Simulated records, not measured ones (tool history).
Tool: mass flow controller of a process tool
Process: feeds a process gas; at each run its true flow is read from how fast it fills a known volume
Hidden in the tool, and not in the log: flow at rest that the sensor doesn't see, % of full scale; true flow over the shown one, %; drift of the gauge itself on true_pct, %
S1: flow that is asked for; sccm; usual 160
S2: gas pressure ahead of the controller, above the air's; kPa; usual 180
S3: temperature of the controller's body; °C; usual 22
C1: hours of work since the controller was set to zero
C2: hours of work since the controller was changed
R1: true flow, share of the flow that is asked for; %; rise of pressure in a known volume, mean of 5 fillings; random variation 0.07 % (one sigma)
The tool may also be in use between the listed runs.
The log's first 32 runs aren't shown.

run    hour   S1   S2  S3    C1    C2      R1
 33  1822.0   34  163  21   773   773   97.37
 34  1894.0   61  206  28   800   800   98.38
 35  1947.2   61  206  20   820   820   97.77
 36  1992.7  131  203  32   838   838   99.66
 37  2031.5  157  180  23   852   852   99.13
 38  2092.7  157  180  23   876   876   99.36
 39  2154.7  160  268  39   899   899  100.64
 40  2200.0   41  180  38   916   916   98.68
 41  2266.4  159  201  20   941   941   98.97
 42  2326.7   94  201  38   964   964   99.58
 43  2370.4   93  201  25   981   981   98.63
 44  2403.4   86  186  26   993   993   98.45
 45  2466.0   78  225  22  1017  1017   98.27
 46  2533.3   78  225  22  1043  1043   98.25
 47  2565.0   78  225  22  1055  1055   98.26
 48  2604.8  160  180  21  1070  1070   99.12

Forecast each of these 3 alternatives for the next run:
  A  2678.4   48  258  21  1098  1098   ?
  B  2678.4  160  197  32  1098  1098   ?
  C  2678.4   26  180  21  1098  1098   ?

run      R1
  A   97.82
  B  100.05
  C   97.35
Without the tool's hidden state the same runs would have given:
run      R1
  A   97.82
  B  100.05
  C   97.34
